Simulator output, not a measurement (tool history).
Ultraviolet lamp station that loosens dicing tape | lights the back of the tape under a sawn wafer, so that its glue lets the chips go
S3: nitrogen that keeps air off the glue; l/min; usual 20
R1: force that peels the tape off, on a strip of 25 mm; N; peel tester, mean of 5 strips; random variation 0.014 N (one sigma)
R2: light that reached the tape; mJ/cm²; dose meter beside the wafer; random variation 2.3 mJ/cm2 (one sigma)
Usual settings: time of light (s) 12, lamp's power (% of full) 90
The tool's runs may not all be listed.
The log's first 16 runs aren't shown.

{"run": 17, "hour": 145.5, "time of light (s)": 11, "lamp's power (% of full)": 76, "S3": 34, "R1": 1.063, "R2": 160}
{"run": 18, "hour": 151.0, "time of light (s)": 11, "lamp's power (% of full)": 76, "S3": 34, "R1": 1.037, "R2": 159}
{"run": 19, "hour": 157.4, "time of light (s)": 9, "lamp's power (% of full)": 76, "S3": 34, "R1": 1.573, "R2": 130}
{"run": 20, "hour": 163.0, "time of light (s)": 7, "lamp's power (% of full)": 82, "S3": 37, "R1": 1.963, "R2": 106}
{"run": 21, "hour": 173.4, "time of light (s)": 7, "lamp's power (% of full)": 82, "S3": 37, "R1": 2.027, "R2": 111}
{"hour": 174.7, "done": "window cleaned of glue's vapour"}
{"run": 22, "hour": 179.5, "time of light (s)": 7, "lamp's power (% of full)": 82, "S3": 37, "R1": 2.143, "R2": 99}
{"run": 23, "hour": 190.6, "time of light (s)": 12, "lamp's power (% of full)": 69, "S3": 8, "R1": 2.732, "R2": 149}
{"run": 24, "hour": 201.9, "time of light (s)": 12, "lamp's power (% of full)": 69, "S3": 8, "R1": 2.736, "R2": 145}
{"run": 25, "hour": 213.9, "time of light (s)": 12, "lamp's power (% of full)": 78, "S3": 9, "R1": 2.226, "R2": 162}
{"run": 26, "hour": 222.8, "time of light (s)": 12, "lamp's power (% of full)": 78, "S3": 8, "R1": 2.462, "R2": 162}
{"hour": 231.7, "done": "window cleaned of glue's vapour, once more"}
{"run": 27, "hour": 233.5, "time of light (s)": 7, "lamp's power (% of full)": 89, "S3": 35, "R1": 1.689, "R2": 126}
{"run": 28, "hour": 243.7, "time of light (s)": 14, "lamp's power (% of full)": 89, "S3": 21, "R1": 0.602, "R2": 252}
{"run": 29, "hour": 255.4, "time of light (s)": 15, "lamp's power (% of full)": 93, "S3": 21, "R1": 0.489, "R2": 278}
{"run": 30, "hour": 260.6, "time of light (s)": 11, "lamp's power (% of full)": 90, "S3": 10, "R1": 1.565, "R2": 194}

5 ways to go on from here, each from the tool as it stands after run 30. What would each give?
{"run": "A", "hour": 269.4, "time of light (s)": 17, "lamp's power (% of full)": 90, "S3": 23, "R1": "?", "R2": "?"}
{"run": "B", "hour": 269.4, "time of light (s)": 17, "lamp's power (% of full)": 74, "S3": 20, "R1": "?", "R2": "?"}
{"run": "C", "hour": 269.4, "time of light (s)": 6, "lamp's power (% of full)": 99, "S3": 24, "R1": "?", "R2": "?"}
{"run": "D", "hour": 269.4, "time of light (s)": 12, "lamp's power (% of full)": 86, "S3": 20, "R1": "?", "R2": "?"}
{"run": "E", "hour": 269.4, "time of light (s)": 10, "lamp's power (% of full)": 98, "S3": 21, "R1": "?", "R2": "?"}

run=A R1=0.401 R2=301
run=B R1=0.604 R2=249
run=C R1=2.233 R2=118
run=D R1=0.869 R2=203
run=E R1=0.938 R2=196
Without the tool's hidden state the same runs would have given:
run=A R1=0.34 R2=337
run=B R1=0.483 R2=278
run=C R1=1.877 R2=132
run=D R1=0.691 R2=228
run=E R1=0.748 R2=219
